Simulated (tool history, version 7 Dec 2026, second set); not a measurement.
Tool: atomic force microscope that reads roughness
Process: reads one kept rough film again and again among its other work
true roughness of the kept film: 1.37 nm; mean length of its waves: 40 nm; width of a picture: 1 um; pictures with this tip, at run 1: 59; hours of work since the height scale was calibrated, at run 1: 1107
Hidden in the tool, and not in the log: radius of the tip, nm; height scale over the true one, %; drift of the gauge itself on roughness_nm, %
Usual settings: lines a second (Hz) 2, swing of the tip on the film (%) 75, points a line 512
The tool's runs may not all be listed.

| run | day | lines a second (Hz) | swing of the tip on the film (%) | points a line | pictures with this tip | hours of work since the height scale was calibrated | roughness of the kept film (nm (root mean square)) |
|---|---|---|---|---|---|---|---|
| 1 | 0 | 2 | 75 | 512 | 59 | 1107 | 1.233 |
|  | 1.712 | new tip fitted |
| 2 | 1.838 | 2 | 75 | 524 | 2 | 1125 | 1.258 |
| 3 | 4.221 | 1.39 | 75 | 512 | 48 | 1149 | 1.261 |
|  | 6.546 | new tip fitted |
| 4 | 6.546 | 1.39 | 75 | 512 | 0 | 1171 | 1.283 |
| 5 | 8.117 | 1.73 | 75 | 512 | 30 | 1187 | 1.254 |
| 6 | 10.446 | 2 | 75 | 512 | 75 | 1210 | 1.225 |
|  | 11.517 | new tip fitted |
| 7 | 11.8 | 2 | 75 | 512 | 5 | 1223 | 1.261 |
| 8 | 14.083 | 2 | 75 | 512 | 50 | 1246 | 1.241 |
|  | 16.238 | new tip fitted |
| 9 | 17.088 | 2 | 75 | 512 | 16 | 1275 | 1.257 |
| 10 | 18.671 | 2 | 75 | 512 | 47 | 1291 | 1.24 |
| 11 | 20.479 | 2 | 75 | 512 | 82 | 1308 | 1.222 |
|  | 21.004 | new tip fitted |
| 12 | 22.917 | 2 | 75 | 971 | 37 | 1332 | 1.245 |
| 13 | 24.417 | 1.81 | 75 | 512 | 66 | 1347 | 1.233 |
|  | 25.921 | new tip fitted |
| 14 | 26.162 | 1.81 | 75 | 512 | 4 | 1364 | 1.264 |
| 15 | 29.175 | 2 | 75 | 512 | 63 | 1394 | 1.238 |
|  | 30.821 | new tip fitted |
| 16 | 31.358 | 3.44 | 69 | 748 | 10 | 1415 | 1.244 |
| 17 | 33.875 | 1.59 | 90 | 641 | 59 | 1440 | 1.204 |
|  | 35.75 | new tip fitted |
| 18 | 36.292 | 2.02 | 75 | 451 | 10 | 1464 | 1.256 |
| 19 | 39.242 | 2.02 | 75 | 451 | 67 | 1493 | 1.224 |
|  | 40.546 | new tip fitted |
| 20 | 42.038 | 2 | 75 | 572 | 28 | 1520 | 1.246 |
| 21 | 44.283 | 2 | 75 | 572 | 72 | 1542 | 1.227 |
|  | 45.446 | new tip fitted |
| 22 | 46.762 | 0.66 | 56 | 416 | 25 | 1566 | 1.291 |
| 23 | 49.496 | 2 | 75 | 1004 | 78 | 1593 | 1.225 |
|  | 50.229 | new tip fitted |
| 24 | 51.562 | 2 | 83 | 932 | 25 | 1613 | 1.231 |
| 25 | 54.171 | 1.05 | 89 | 403 | 76 | 1639 | 1.225 |
|  | 54.967 | new tip fitted |
| 26 | 57.233 | 2 | 85 | 428 | 43 | 1669 | 1.212 |
|  | 59.729 | new tip fitted |
| 27 | 60.267 | 1.03 | 65 | 736 | 10 | 1699 | 1.301 |
| 28 | 61.754 | 1.03 | 77 | 736 | 39 | 1714 | 1.262 |
| 29 | 64.012 | 1.03 | 77 | 736 | 83 | 1736 | 1.243 |

5 ways to go on from here, each from the tool as it stands after run 29. What would each give?
|  | 64.579 | new tip fitted |
| A | 65.629 | 0.51 | 77 | 372 | 21 | 1752 | ? |
|  | 64.579 | new tip fitted |
| B | 65.629 | 1.11 | 71 | 456 | 21 | 1752 | ? |
|  | 64.579 | new tip fitted |
| C | 65.629 | 2.08 | 75 | 512 | 21 | 1752 | ? |
|  | 64.579 | new tip fitted |
| D | 65.629 | 1.03 | 56 | 736 | 21 | 1752 | ? |
|  | 64.579 | new tip fitted |
| E | 65.629 | 1.22 | 67 | 556 | 21 | 1752 | ? |

| run | roughness of the kept film (nm (root mean square)) |
|---|---|
| A | 1.286 |
| B | 1.276 |
| C | 1.249 |
| D | 1.296 |
| E | 1.28 |
Without the tool's hidden state the same runs would have given:
| run | roughness of the kept film (nm (root mean square)) |
|---|---|
| A | 1.315 |
| B | 1.305 |
| C | 1.277 |
| D | 1.325 |
| E | 1.309 |

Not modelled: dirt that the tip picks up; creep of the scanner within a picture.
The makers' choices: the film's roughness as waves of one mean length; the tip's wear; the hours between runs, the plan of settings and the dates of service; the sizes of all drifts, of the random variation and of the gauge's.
